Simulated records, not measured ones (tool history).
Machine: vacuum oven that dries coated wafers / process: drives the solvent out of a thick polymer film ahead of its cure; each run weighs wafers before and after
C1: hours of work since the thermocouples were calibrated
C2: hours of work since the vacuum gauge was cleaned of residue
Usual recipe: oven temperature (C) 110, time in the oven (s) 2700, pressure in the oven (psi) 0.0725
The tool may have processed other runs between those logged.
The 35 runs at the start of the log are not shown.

{"run": 36, "hour": 1406.8, "oven temperature (C)": 98, "time in the oven (s)": 2040, "pressure in the oven (psi)": 0.1917, "C1": 412, "C2": 66, "solvent left in the film (%)": 9.36}
{"run": 37, "hour": 1436.7, "oven temperature (C)": 114, "time in the oven (s)": 2040, "pressure in the oven (psi)": 0.1917, "C1": 434, "C2": 88, "solvent left in the film (%)": 3.22}
{"run": 38, "hour": 1477.2, "oven temperature (C)": 114, "time in the oven (s)": 2040, "pressure in the oven (psi)": 0.1917, "C1": 463, "C2": 117, "solvent left in the film (%)": 3.28}
{"run": 39, "hour": 1522.8, "oven temperature (C)": 117, "time in the oven (s)": 2040, "pressure in the oven (psi)": 0.2344, "C1": 497, "C2": 151, "solvent left in the film (%)": 2.45}
{"run": 40, "hour": 1563.2, "oven temperature (C)": 117, "time in the oven (s)": 2040, "pressure in the oven (psi)": 0.2344, "C1": 526, "C2": 180, "solvent left in the film (%)": 2.35}
{"run": 41, "hour": 1612.1, "oven temperature (C)": 113, "time in the oven (s)": 2700, "pressure in the oven (psi)": 0.2512, "C1": 562, "C2": 216, "solvent left in the film (%)": 2.44}
{"run": 42, "hour": 1642.4, "oven temperature (C)": 113, "time in the oven (s)": 3480, "pressure in the oven (psi)": 0.0463, "C1": 584, "C2": 238, "solvent left in the film (%)": 1.03}
{"run": 43, "hour": 1670.1, "oven temperature (C)": 113, "time in the oven (s)": 1980, "pressure in the oven (psi)": 0.1856, "C1": 605, "C2": 258, "solvent left in the film (%)": 3.49}
{"run": 44, "hour": 1714.4, "oven temperature (C)": 116, "time in the oven (s)": 2700, "pressure in the oven (psi)": 0.0725, "C1": 637, "C2": 291, "solvent left in the film (%)": 1.23}
{"run": 45, "hour": 1766.6, "oven temperature (C)": 95, "time in the oven (s)": 2700, "pressure in the oven (psi)": 0.0439, "C1": 675, "C2": 329, "solvent left in the film (%)": 7.97}
{"run": 46, "hour": 1793.9, "oven temperature (C)": 110, "time in the oven (s)": 2220, "pressure in the oven (psi)": 0.0725, "C1": 695, "C2": 349, "solvent left in the film (%)": 3.55}
{"run": 47, "hour": 1822.8, "oven temperature (C)": 110, "time in the oven (s)": 3480, "pressure in the oven (psi)": 0.0906, "C1": 716, "C2": 370, "solvent left in the film (%)": 1.6}

Here are 4 independent what-if runs from the current tool condition. What would each one return?
{"run": "A", "hour": 1856.7, "oven temperature (C)": 109, "time in the oven (s)": 2700, "pressure in the oven (psi)": 0.0725, "C1": 741, "C2": 395, "solvent left in the film (%)": "?"}
{"run": "B", "hour": 1856.7, "oven temperature (C)": 124, "time in the oven (s)": 2760, "pressure in the oven (psi)": 0.2557, "C1": 741, "C2": 395, "solvent left in the film (%)": "?"}
{"run": "C", "hour": 1856.7, "oven temperature (C)": 105, "time in the oven (s)": 1800, "pressure in the oven (psi)": 0.0725, "C1": 741, "C2": 395, "solvent left in the film (%)": "?"}
{"run": "D", "hour": 1856.7, "oven temperature (C)": 112, "time in the oven (s)": 3300, "pressure in the oven (psi)": 0.1452, "C1": 741, "C2": 395, "solvent left in the film (%)": "?"}

run=A solvent_left_in_the_film_(%)=2.85
run=B solvent_left_in_the_film_(%)=0.72
run=C solvent_left_in_the_film_(%)=6.67
run=D solvent_left_in_the_film_(%)=1.51
With the hidden condition removed and each run's random variation left untouched, the same runs would have given:
run=A solvent_left_in_the_film_(%)=3.29
run=B solvent_left_in_the_film_(%)=0.77
run=C solvent_left_in_the_film_(%)=7.26
run=D solvent_left_in_the_film_(%)=1.76

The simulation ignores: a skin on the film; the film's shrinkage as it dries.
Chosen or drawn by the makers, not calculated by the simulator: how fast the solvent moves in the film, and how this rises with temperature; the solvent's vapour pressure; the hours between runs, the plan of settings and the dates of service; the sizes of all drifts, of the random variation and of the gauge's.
